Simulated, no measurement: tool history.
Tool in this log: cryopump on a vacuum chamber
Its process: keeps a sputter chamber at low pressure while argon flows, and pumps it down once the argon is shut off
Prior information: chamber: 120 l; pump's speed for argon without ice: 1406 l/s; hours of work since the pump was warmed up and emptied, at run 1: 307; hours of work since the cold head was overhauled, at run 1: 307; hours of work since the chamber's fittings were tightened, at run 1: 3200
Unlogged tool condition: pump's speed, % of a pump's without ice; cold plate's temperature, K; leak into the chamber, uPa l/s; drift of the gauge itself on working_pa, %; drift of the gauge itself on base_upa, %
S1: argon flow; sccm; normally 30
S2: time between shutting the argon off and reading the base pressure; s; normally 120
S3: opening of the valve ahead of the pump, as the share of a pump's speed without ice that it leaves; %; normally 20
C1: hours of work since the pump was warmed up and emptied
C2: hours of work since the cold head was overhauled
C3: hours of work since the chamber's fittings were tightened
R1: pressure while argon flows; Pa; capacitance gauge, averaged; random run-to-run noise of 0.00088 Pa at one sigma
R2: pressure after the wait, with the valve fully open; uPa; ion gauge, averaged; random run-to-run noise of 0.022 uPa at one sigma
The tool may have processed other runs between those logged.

run 1 day=0 | S1=30 S2=120 S3=20 | C1=307 C2=307 C3=3200 | R1=0.1831 R2=2.75
run 2 day=0.333 | S1=30 S2=120 S3=20 | C1=314 C2=314 C3=3206 | R1=0.1833 R2=2.82
run 3 day=0.821 | S1=30 S2=120 S3=20 | C1=323 C2=323 C3=3215 | R1=0.185 R2=2.91
run 4 day=1.092 | S1=30 S2=120 S3=20 | C1=328 C2=328 C3=3221 | R1=0.1849 R2=2.77
run 5 day=1.412 | S1=30 S2=120 S3=20 | C1=334 C2=334 C3=3227 | R1=0.186 R2=2.77
run 6 day=1.979 | S1=30 S2=120 S3=52 | C1=345 C2=345 C3=3237 | R1=0.0735 R2=2.8
run 7 day=2.471 | S1=30 S2=120 S3=52 | C1=354 C2=354 C3=3247 | R1=0.074 R2=2.79
run 8 day=2.829 | S1=30 S2=120 S3=52 | C1=361 C2=361 C3=3254 | R1=0.0729 R2=2.87
run 9 day=3.242 | S1=30 S2=120 S3=52 | C1=369 C2=369 C3=3261 | R1=0.0736 R2=2.86
run 10 day=3.771 | S1=30 S2=120 S3=25 | C1=379 C2=379 C3=3271 | R1=0.148 R2=2.85
run 11 day=4.038 | S1=30 S2=120 S3=20 | C1=384 C2=384 C3=3276 | R1=0.1854 R2=2.85
run 12 day=4.529 | S1=30 S2=120 S3=20 | C1=393 C2=393 C3=3286 | R1=0.1855 R2=2.97
run 13 day=5.038 | S1=49 S2=86 S3=52 | C1=403 C2=403 C3=3295 | R1=0.1221 R2=3.16
run 14 day=5.558 | S1=49 S2=86 S3=52 | C1=413 C2=413 C3=3305 | R1=0.1219 R2=3.01
run 15 day=5.888 | S1=49 S2=86 S3=52 | C1=419 C2=419 C3=3312 | R1=0.1213 R2=3.18
run 16 day=6.508 | S1=49 S2=86 S3=52 | C1=431 C2=431 C3=3323 | R1=0.1218 R2=3.14
run 17 day=6.929 | S1=49 S2=86 S3=52 | C1=439 C2=439 C3=3331 | R1=0.1223 R2=3.19
run 18 day=7.288 | S1=49 S2=86 S3=52 | C1=445 C2=445 C3=3338 | R1=0.1229 R2=3.07
run 19 day=7.85 | S1=30 S2=195 S3=57 | C1=456 C2=456 C3=3349 | R1=0.0699 R2=2.76
run 20 day=8.242 | S1=30 S2=195 S3=57 | C1=464 C2=464 C3=3356 | R1=0.0696 R2=2.79
run 21 day=8.683 | S1=30 S2=195 S3=57 | C1=472 C2=472 C3=3365 | R1=0.0696 R2=2.82
run 22 day=9.117 | S1=16 S2=245 S3=51 | C1=480 C2=480 C3=3373 | R1=0.0403 R2=2.75
run 23 day=9.642 | S1=13 S2=171 S3=50 | C1=490 C2=490 C3=3383 | R1=0.0335 R2=2.9
run 24 day=10.138 | S1=40 S2=136 S3=29 | C1=499 C2=499 C3=3392 | R1=0.1748 R2=2.99

Run by run, hidden condition taken away, random variation retained:
run=1 R1=0.1793 R2=0.66
run=2 R1=0.1794 R2=0.68
run=3 R1=0.1809 R2=0.72
run=4 R1=0.1808 R2=0.63
run=5 R1=0.1818 R2=0.63
run=6 R1=0.0691 R2=0.66
run=7 R1=0.0696 R2=0.64
run=8 R1=0.0684 R2=0.66
run=9 R1=0.069 R2=0.67
run=10 R1=0.1433 R2=0.66
run=11 R1=0.1805 R2=0.65
run=12 R1=0.1806 R2=0.68
run=13 R1=0.1138 R2=0.86
run=14 R1=0.1133 R2=0.81
run=15 R1=0.1127 R2=0.86
run=16 R1=0.1129 R2=0.86
run=17 R1=0.1133 R2=0.87
run=18 R1=0.1137 R2=0.82
run=19 R1=0.0641 R2=0.47
run=20 R1=0.0637 R2=0.48
run=21 R1=0.0636 R2=0.51
run=22 R1=0.0371 R2=0.43
run=23 R1=0.0308 R2=0.53
run=24 R1=0.1663 R2=0.63
